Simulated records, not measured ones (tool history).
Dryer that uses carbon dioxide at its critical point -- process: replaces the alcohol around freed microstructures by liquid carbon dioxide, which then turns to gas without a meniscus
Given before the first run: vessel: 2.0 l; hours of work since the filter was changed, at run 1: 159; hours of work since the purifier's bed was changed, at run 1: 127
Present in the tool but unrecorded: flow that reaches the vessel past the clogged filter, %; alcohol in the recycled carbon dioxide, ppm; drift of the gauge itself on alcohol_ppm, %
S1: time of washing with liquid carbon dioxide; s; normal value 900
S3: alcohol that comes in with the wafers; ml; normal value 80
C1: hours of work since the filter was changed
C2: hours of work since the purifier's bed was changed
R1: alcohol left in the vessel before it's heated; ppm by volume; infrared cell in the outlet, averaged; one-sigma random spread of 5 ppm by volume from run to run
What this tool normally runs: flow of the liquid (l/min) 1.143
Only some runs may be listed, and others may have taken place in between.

run 1 hour=0.0 | S1=900 flow_of_the_liquid_(l/min)=1.143 S3=80 | C1=159 C2=127 | R1=100
run 2 hour=37.3 | S1=900 flow_of_the_liquid_(l/min)=1.143 S3=80 | C1=171 C2=139 | R1=98
run 3 hour=72.4 | S1=900 flow_of_the_liquid_(l/min)=1.143 S3=66 | C1=182 C2=150 | R1=97
run 4 hour=98.5 | S1=900 flow_of_the_liquid_(l/min)=1.143 S3=66 | C1=190 C2=158 | R1=105
run 5 hour=122.9 | S1=900 flow_of_the_liquid_(l/min)=1.143 S3=66 | C1=198 C2=166 | R1=104
run 6 hour=139.4 | S1=900 flow_of_the_liquid_(l/min)=1.240 S3=80 | C1=203 C2=171 | R1=90
run 7 hour=165.3 | S1=1140 flow_of_the_liquid_(l/min)=1.143 S3=80 | C1=211 C2=179 | R1=61
-- hour=184.8 inlet filter changed
run 8 hour=199.9 | S1=1140 flow_of_the_liquid_(l/min)=1.143 S3=80 | C1=5 C2=190 | R1=60
run 9 hour=231.7 | S1=1140 flow_of_the_liquid_(l/min)=1.143 S3=80 | C1=15 C2=199 | R1=58
run 10 hour=259.7 | S1=900 flow_of_the_liquid_(l/min)=1.850 S3=23 | C1=23 C2=208 | R1=50
run 11 hour=281.9 | S1=1020 flow_of_the_liquid_(l/min)=1.210 S3=80 | C1=30 C2=215 | R1=68
run 12 hour=305.9 | S1=960 flow_of_the_liquid_(l/min)=0.750 S3=102 | C1=38 C2=223 | R1=423
run 13 hour=342.5 | S1=960 flow_of_the_liquid_(l/min)=0.790 S3=74 | C1=49 C2=234 | R1=286
run 14 hour=358.1 | S1=1020 flow_of_the_liquid_(l/min)=1.000 S3=74 | C1=54 C2=239 | R1=110
run 15 hour=384.3 | S1=1020 flow_of_the_liquid_(l/min)=1.000 S3=74 | C1=62 C2=247 | R1=102
run 16 hour=422.2 | S1=900 flow_of_the_liquid_(l/min)=1.143 S3=50 | C1=74 C2=259 | R1=90

Alternative continuations, all from the tool just after run 16; predict every row:
run A hour=445.6 | S1=1200 flow_of_the_liquid_(l/min)=1.620 S3=50 | C1=82 C2=266 | R1=?
run B hour=445.6 | S1=1200 flow_of_the_liquid_(l/min)=0.720 S3=67 | C1=82 C2=266 | R1=?
run C hour=445.6 | S1=1440 flow_of_the_liquid_(l/min)=0.750 S3=45 | C1=82 C2=266 | R1=?
run D hour=445.6 | S1=840 flow_of_the_liquid_(l/min)=0.690 S3=89 | C1=82 C2=266 | R1=?
run E hour=445.6 | S1=900 flow_of_the_liquid_(l/min)=1.520 S3=80 | C1=82 C2=266 | R1=?

run=A R1=85
run=B R1=185
run=C R1=96
run=D R1=1052
run=E R1=63
Take away the tool's hidden state, keep each run's random variation, and the runs would have read:
run=A R1=18
run=B R1=79
run=C R1=20
run=D R1=744
run=E R1=0

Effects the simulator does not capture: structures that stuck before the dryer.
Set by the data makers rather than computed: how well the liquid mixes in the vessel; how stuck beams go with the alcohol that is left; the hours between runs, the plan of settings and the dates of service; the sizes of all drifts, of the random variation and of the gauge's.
